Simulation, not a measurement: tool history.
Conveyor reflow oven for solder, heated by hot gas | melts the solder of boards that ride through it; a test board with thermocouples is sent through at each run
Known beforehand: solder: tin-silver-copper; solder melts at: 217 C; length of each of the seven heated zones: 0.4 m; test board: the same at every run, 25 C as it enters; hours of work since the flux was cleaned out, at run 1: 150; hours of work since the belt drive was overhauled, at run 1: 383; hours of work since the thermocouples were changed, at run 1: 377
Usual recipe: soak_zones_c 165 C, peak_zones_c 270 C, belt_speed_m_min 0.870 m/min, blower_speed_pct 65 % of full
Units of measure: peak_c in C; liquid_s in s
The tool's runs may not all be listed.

run,hour,soak_zones_c,peak_zones_c,belt_speed_m_min,blower_speed_pct,hours of work since the flux was cleaned out,hours of work since the belt drive was overhauled,hours of work since the thermocouples were changed,peak_c,liquid_s
1,0.0,165,270,0.870,65,150,383,377,251.89,38.87
2,14.9,165,270,0.870,65,159,391,386,251.91,38.84
# hour 30.0: flux residue cleaned out of gas plates and filters
3,36.6,165,270,0.870,65,4,401,395,251.86,38.88
4,61.2,165,264,0.870,65,18,415,410,246.68,35.83
5,84.2,165,260,0.870,65,31,428,423,243.10,33.67
6,105.7,165,260,0.870,65,43,440,435,243.06,33.67
7,122.5,165,270,0.870,68,53,450,445,252.79,39.54
8,132.9,165,270,0.870,62,59,456,451,251.03,38.09
9,145.0,165,270,0.870,62,66,463,458,251.07,38.05
10,157.1,165,270,0.818,62,73,470,465,253.00,42.19
11,171.2,165,270,0.818,62,81,478,473,253.02,42.17
12,184.2,165,270,0.818,62,89,485,480,253.04,42.14
13,209.1,165,270,0.818,62,103,500,495,253.00,42.12
14,219.8,165,269,0.763,65,109,506,501,255.36,47.23
15,237.2,165,270,0.944,65,119,516,511,248.94,33.78

What does the tool deliver on the next run?
16,261.9,165,270,0.900,83,133,530,525,?,?

{"run 16": {"peak_c": 255.98, "liquid_s": 40.1}}
If the tool had no hidden condition, the same run with the same run-to-run variation would have returned peak_c 256.00 C, liquid_s 40.11 s.

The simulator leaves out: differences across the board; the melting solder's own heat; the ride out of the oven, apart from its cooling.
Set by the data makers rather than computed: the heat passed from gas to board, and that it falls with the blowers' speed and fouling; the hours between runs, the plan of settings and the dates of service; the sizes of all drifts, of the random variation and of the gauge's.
